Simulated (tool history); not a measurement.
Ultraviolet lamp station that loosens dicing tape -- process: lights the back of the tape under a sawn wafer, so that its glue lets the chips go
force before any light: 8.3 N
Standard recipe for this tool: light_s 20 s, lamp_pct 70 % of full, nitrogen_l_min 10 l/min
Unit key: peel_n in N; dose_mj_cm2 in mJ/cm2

run,day,light_s,lamp_pct,nitrogen_l_min,peel_n,dose_mj_cm2
1,0.000,20,70,10,1.121,406
2,2.829,20,70,10,1.159,399
3,5.388,20,68,10,1.346,374
4,7.208,20,90,10,0.801,488
5,9.938,20,90,10,0.848,473
6,12.175,20,90,10,0.941,446
7,14.338,20,70,10,1.519,337
8,16.771,20,70,10,1.573,330
9,18.879,20,70,10,1.594,329
10,22.242,20,70,10,1.149,389
11,25.771,20,70,10,1.223,375
12,29.433,20,70,8,1.084,436
13,32.054,20,70,19,0.789,433
14,34.150,20,70,19,0.812,419
15,35.867,20,70,19,0.821,413
16,38.821,20,70,10,1.099,403
17,40.592,20,70,10,1.156,398
18,42.688,20,70,10,1.228,389
19,46.675,35,70,10,0.467,650
20,49.425,20,70,10,1.319,360
21,52.167,20,70,10,1.399,352
22,55.975,20,87,8,0.770,536
23,59.775,29,60,10,0.632,564
24,61.933,29,60,10,0.652,551
25,64.042,18,65,19,1.049,362
26,66.229,23,70,10,0.816,481
27,69.183,13,77,16,1.615,293
28,72.679,13,77,16,1.633,285
29,75.671,13,77,16,1.713,276
30,77.854,13,77,16,1.671,274
31,79.679,13,77,16,1.774,266
32,82.342,21,94,11,0.721,507
33,86.296,15,86,10,1.588,324
34,88.162,15,86,10,1.675,314
35,91.567,14,70,11,1.505,325
36,95.050,39,70,5,0.384,867
37,97.200,19,60,11,1.343,356
38,100.917,17,98,10,0.768,504
39,104.075,19,61,3,2.362,338
40,106.858,20,83,5,1.207,470

Put back what was entered between runs (7 entries, withheld): which listed runs does each sit between, and how does the hidden state differ from the listed run before to the listed run after?
In the gap between runs 5 and 6: window cleaned of glue's vapour (day 10.796)
  lamp's light, % of a new lamp's: 85.8 -> 84.5; light that the window lets through, % of a clean one's: 91.3 -> 87.4
  difference, measured minus the result without the unlogged condition, peel_n: +0.311 -> +0.410 N; dose_mj_cm2: -131 -> -157 mJ/cm2
In the gap between runs 9 and 10: lamp changed (day 20.808)
  lamp's light, % of a new lamp's: 80.6 -> 98.7; light that the window lets through, % of a clean one's: 85.5 -> 84.6
  difference, measured minus the result without the unlogged condition, peel_n: +0.751 -> +0.320 N; dose_mj_cm2: -146 -> -78 mJ/cm2
In the gap between runs 11 and 12: window cleaned of glue's vapour, once more (day 26.171)
  lamp's light, % of a new lamp's: 96.4 -> 94.2; light that the window lets through, % of a clean one's: 83.5 -> 98.9
  difference, measured minus the result without the unlogged condition, peel_n: +0.395 -> +0.130 N; dose_mj_cm2: -92 -> -32 mJ/cm2
In the gap between runs 21 and 22: lamp changed (day 55.638)
  lamp's light, % of a new lamp's: 80.5 -> 99.1; light that the window lets through, % of a clean one's: 92.6 -> 91.6
  difference, measured minus the result without the unlogged condition, peel_n: +0.563 -> +0.130 N; dose_mj_cm2: -120 -> -55 mJ/cm2
In the gap between runs 22 and 23: window cleaned of glue's vapour (day 58.275)
  lamp's light, % of a new lamp's: 99.1 -> 96.9; light that the window lets through, % of a clean one's: 91.6 -> 98.9
  difference, measured minus the result without the unlogged condition, peel_n: +0.130 -> +0.049 N; dose_mj_cm2: -55 -> -25 mJ/cm2
In the gap between runs 34 and 35: lamp changed (day 90.404); window cleaned of glue's vapour (day 90.425)
  lamp's light, % of a new lamp's: 80 -> 99.3; light that the window lets through, % of a clean one's: 90.6 -> 98.9
  difference, measured minus the result without the unlogged condition, peel_n: +0.691 -> +0.041 N; dose_mj_cm2: -119 -> -6 mJ/cm2
